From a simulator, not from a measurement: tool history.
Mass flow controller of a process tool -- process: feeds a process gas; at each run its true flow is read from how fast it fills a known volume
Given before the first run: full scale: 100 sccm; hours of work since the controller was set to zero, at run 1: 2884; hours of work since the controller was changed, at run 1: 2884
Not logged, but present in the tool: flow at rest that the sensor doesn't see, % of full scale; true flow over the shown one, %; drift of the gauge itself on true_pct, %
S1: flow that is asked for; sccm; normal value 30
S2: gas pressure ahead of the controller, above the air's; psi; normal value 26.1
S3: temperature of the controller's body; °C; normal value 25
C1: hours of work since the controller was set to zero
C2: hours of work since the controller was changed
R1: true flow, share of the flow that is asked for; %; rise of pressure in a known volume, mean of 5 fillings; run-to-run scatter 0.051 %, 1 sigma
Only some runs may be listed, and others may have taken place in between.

| run | hour | S1 | S2 | S3 | C1 | C2 | R1 |
|---|---|---|---|---|---|---|---|
| 1 | 0.0 | 30 | 26.1 | 25 | 2884 | 2884 | 99.46 |
| 2 | 136.5 | 30 | 26.1 | 25 | 2946 | 2946 | 99.49 |
| 3 | 284.7 | 30 | 26.1 | 25 | 3013 | 3013 | 99.61 |
| 4 | 404.3 | 30 | 26.1 | 25 | 3067 | 3067 | 99.73 |
| 5 | 546.0 | 30 | 26.1 | 25 | 3132 | 3132 | 99.70 |
| 6 | 647.2 | 30 | 26.1 | 25 | 3178 | 3178 | 99.73 |
| 7 | 831.0 | 30 | 26.1 | 25 | 3261 | 3261 | 99.87 |
| 8 | 985.7 | 30 | 26.1 | 25 | 3331 | 3331 | 99.98 |
| 9 | 1084.8 | 30 | 26.1 | 30 | 3376 | 3376 | 100.07 |
| 10 | 1248.0 | 30 | 26.1 | 30 | 3450 | 3450 | 100.19 |
| 11 | 1361.9 | 30 | 26.1 | 30 | 3502 | 3502 | 100.07 |
| 12 | 1490.7 | 30 | 26.1 | 30 | 3561 | 3561 | 100.14 |
| 13 | 1649.0 | 30 | 26.1 | 30 | 3633 | 3633 | 100.36 |
| 14 | 1816.8 | 30 | 26.3 | 25 | 3709 | 3709 | 100.38 |
| 15 | 1923.8 | 30 | 26.1 | 25 | 3758 | 3758 | 100.39 |
| 16 | 2024.4 | 30 | 26.1 | 25 | 3803 | 3803 | 100.42 |
| 17 | 2107.7 | 30 | 39.5 | 25 | 3841 | 3841 | 99.97 |
| 18 | 2200.4 | 43 | 26.1 | 25 | 3883 | 3883 | 100.59 |
| 19 | 2377.9 | 43 | 26.1 | 25 | 3964 | 3964 | 100.67 |
| 20 | 2505.1 | 43 | 26.1 | 25 | 4022 | 4022 | 100.78 |
| 21 | 2642.6 | 43 | 26.1 | 25 | 4084 | 4084 | 100.80 |
| 22 | 2833.8 | 43 | 26.1 | 25 | 4171 | 4171 | 101.02 |
| 23 | 2948.1 | 43 | 26.1 | 25 | 4223 | 4223 | 100.86 |
| 24 | 3044.6 | 30 | 26.1 | 25 | 4267 | 4267 | 100.87 |
| 25 | 3172.8 | 47 | 26.1 | 26 | 4325 | 4325 | 101.09 |
| 26 | 3332.9 | 19 | 35.1 | 26 | 4398 | 4398 | 100.58 |
| 27 | 3436.3 | 19 | 35.1 | 30 | 4445 | 4445 | 100.67 |
| 28 | 3540.6 | 30 | 26.1 | 26 | 4492 | 4492 | 101.15 |
| 29 | 3714.1 | 12 | 34.8 | 25 | 4571 | 4571 | 100.77 |
| 30 | 3846.1 | 89 | 21.5 | 36 | 4631 | 4631 | 102.25 |
| 31 | 3970.5 | 11 | 26.1 | 25 | 4687 | 4687 | 101.20 |
| 32 | 4114.9 | 11 | 26.1 | 25 | 4753 | 4753 | 101.23 |
| 33 | 4263.7 | 34 | 33.9 | 21 | 4820 | 4820 | 101.09 |
| 34 | 4361.0 | 14 | 39.7 | 32 | 4865 | 4865 | 100.93 |
| 35 | 4505.3 | 33 | 39.7 | 25 | 4930 | 4930 | 101.10 |
| 36 | 4653.8 | 33 | 31.3 | 28 | 4998 | 4998 | 101.57 |
| 37 | 4752.4 | 36 | 25.4 | 20 | 5042 | 5042 | 101.68 |
|  | 4785.3 | gauge calibrated |
| 38 | 4932.1 | 26 | 27.0 | 35 | 5124 | 5124 | 99.71 |
| 39 | 5063.7 | 40 | 26.4 | 20 | 5184 | 5184 | 99.58 |
| 40 | 5238.5 | 40 | 26.4 | 20 | 5263 | 5263 | 99.66 |
| 41 | 5397.2 | 57 | 26.1 | 25 | 5335 | 5335 | 99.99 |
| 42 | 5570.0 | 57 | 26.1 | 25 | 5414 | 5414 | 100.07 |
| 43 | 5728.7 | 21 | 39.9 | 27 | 5486 | 5486 | 99.18 |
| 44 | 5878.5 | 21 | 39.9 | 27 | 5554 | 5554 | 99.42 |
| 45 | 6046.7 | 21 | 35.1 | 27 | 5630 | 5630 | 99.75 |
| 46 | 6193.1 | 21 | 35.1 | 27 | 5697 | 5697 | 99.71 |
| 47 | 6323.5 | 21 | 35.1 | 27 | 5756 | 5756 | 99.76 |

Here are 3 independent what-if runs from the current tool condition. What would each one return?
| A | 6447.1 | 30 | 33.4 | 26 | 5812 | 5812 | ? |
| B | 6447.1 | 43 | 39.9 | 22 | 5812 | 5812 | ? |
| C | 6447.1 | 30 | 37.1 | 25 | 5812 | 5812 | ? |

| run | R1 |
|---|---|
| A | 100.01 |
| B | 99.71 |
| C | 99.70 |
Had the tool no hidden state, the same runs would have come out as:
| run | R1 |
|---|---|
| A | 99.22 |
| B | 98.93 |
| C | 98.90 |

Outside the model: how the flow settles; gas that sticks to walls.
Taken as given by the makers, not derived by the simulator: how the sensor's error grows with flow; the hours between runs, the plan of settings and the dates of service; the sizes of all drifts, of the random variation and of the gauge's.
